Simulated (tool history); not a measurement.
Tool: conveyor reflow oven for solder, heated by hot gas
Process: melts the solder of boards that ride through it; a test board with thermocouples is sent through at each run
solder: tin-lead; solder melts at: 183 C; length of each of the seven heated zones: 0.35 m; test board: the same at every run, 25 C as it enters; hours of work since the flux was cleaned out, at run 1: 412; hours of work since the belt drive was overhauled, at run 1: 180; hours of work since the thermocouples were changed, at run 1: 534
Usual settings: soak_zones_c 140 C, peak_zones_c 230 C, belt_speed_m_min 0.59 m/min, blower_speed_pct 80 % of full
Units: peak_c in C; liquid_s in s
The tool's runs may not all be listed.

run	day	soak_zones_c	peak_zones_c	belt_speed_m_min	blower_speed_pct	hours of work since the flux was cleaned out	hours of work since the belt drive was overhauled	hours of work since the thermocouples were changed	peak_c	liquid_s
1	0	140	230	0.59	80	412	180	534	213.27	50.4
2	0.262	140	230	0.59	80	417	185	538	213.3	50.3
3	0.796	140	226	0.59	80	427	194	548	209.79	47.6
4	1.067	140	240	0.59	80	431	199	553	221.48	56.4
5	1.588	140	223	0.59	80	441	208	562	207.51	45.3
6	1.975	140	223	0.686	80	448	215	569	202.52	33.1
7	2.408	140	230	0.59	80	456	223	577	213.22	50.2
8	2.779	137	220	0.617	71	462	230	584	201.52	34.9
9	3.167	140	232	0.617	71	469	237	591	211.68	46.3
10	3.475	140	232	0.617	71	475	242	596	211.59	46.2
11	3.862	140	233	0.594	81	482	249	603	215.44	51.8
12	4.412	140	239	0.496	80	492	259	613	226.38	71.2
# day 4.9: flux residue cleaned out of gas plates and filters
13	5.021	152	239	0.496	80	2	267	620	230.52	78.6
14	5.375	153	228	0.591	52	9	273	627	211.82	53.7

5 ways to go on from here, each from the tool as it stands after run 14. What would each give?
A	5.917	140	222	0.504	78	18	283	636	?	?
B	5.917	137	231	0.627	80	18	283	636	?	?
C	5.917	151	230	0.59	80	18	283	636	?	?
D	5.917	153	235	0.651	85	18	283	636	?	?
E	5.917	153	233	0.591	79	18	283	636	?	?

run	peak_c	liquid_s
A	213.04	61.3
B	214.43	47.5
C	218.03	58.9
D	220.4	54.8
E	220.71	61
Without the tool's hidden state the same runs would have given:
run	peak_c	liquid_s
A	210.71	58.9
B	212.25	45.6
C	215.8	57
D	218.24	53.2
E	218.48	59.3
